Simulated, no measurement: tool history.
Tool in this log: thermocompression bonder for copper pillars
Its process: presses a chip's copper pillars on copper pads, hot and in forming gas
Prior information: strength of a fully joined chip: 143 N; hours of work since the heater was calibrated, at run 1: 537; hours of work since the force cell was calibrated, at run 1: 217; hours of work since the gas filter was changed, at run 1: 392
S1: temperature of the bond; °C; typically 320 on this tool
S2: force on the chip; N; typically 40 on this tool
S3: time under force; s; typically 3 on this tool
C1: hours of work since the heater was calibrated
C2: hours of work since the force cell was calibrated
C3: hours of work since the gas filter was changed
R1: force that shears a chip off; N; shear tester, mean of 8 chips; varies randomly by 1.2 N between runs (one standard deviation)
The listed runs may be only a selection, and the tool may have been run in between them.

run   hour   S1  S2  S3   C1   C2   C3     R1
  1      0  320  40   3  537  217  392   91.2
  2   13.5  320  40   3  547  227  402   93.8
  3   23.1  320  40   3  554  235  409   92.8
  4   29.1  320  40   3  559  239  414   90.8
      37.6  -- forming gas filter changed
  5   42.6  320  40   3  569  249    4  100.4
  6     57  320  40   3  580  260   15  101.5
  7   64.8  320  40   3  586  266   21  100.5
  8   71.4  320  40   3  591  271   26  100.9
  9   80.3  320  40   3  597  277   32  100.6
 10   90.5  323  24   2  605  285   40   61.5
 11  101.6  323  24   2  613  293   48   62.8
 12  108.2  326  40   4  618  298   53  110.8

Subtracting, for every run, the result it would have given without the tool's unlogged condition from the measured result gives the following. The same run-to-run variation enters both numbers; the gauge's scatter may not:
What the log doesn't record here: true temperature of the bond over the reading, C; force that reaches the chip, % of what is set; oxide that the forming gas leaves, % of the face; drift of the gauge itself on shear_n, %.
run     R1
  1  -13.5
  2  -14.2
  3  -14.3
  4  -14.2
  5     -5
  6   -5.3
  7   -5.5
  8   -5.7
  9   -5.9
 10   -5.4
 11   -5.7
 12     -6
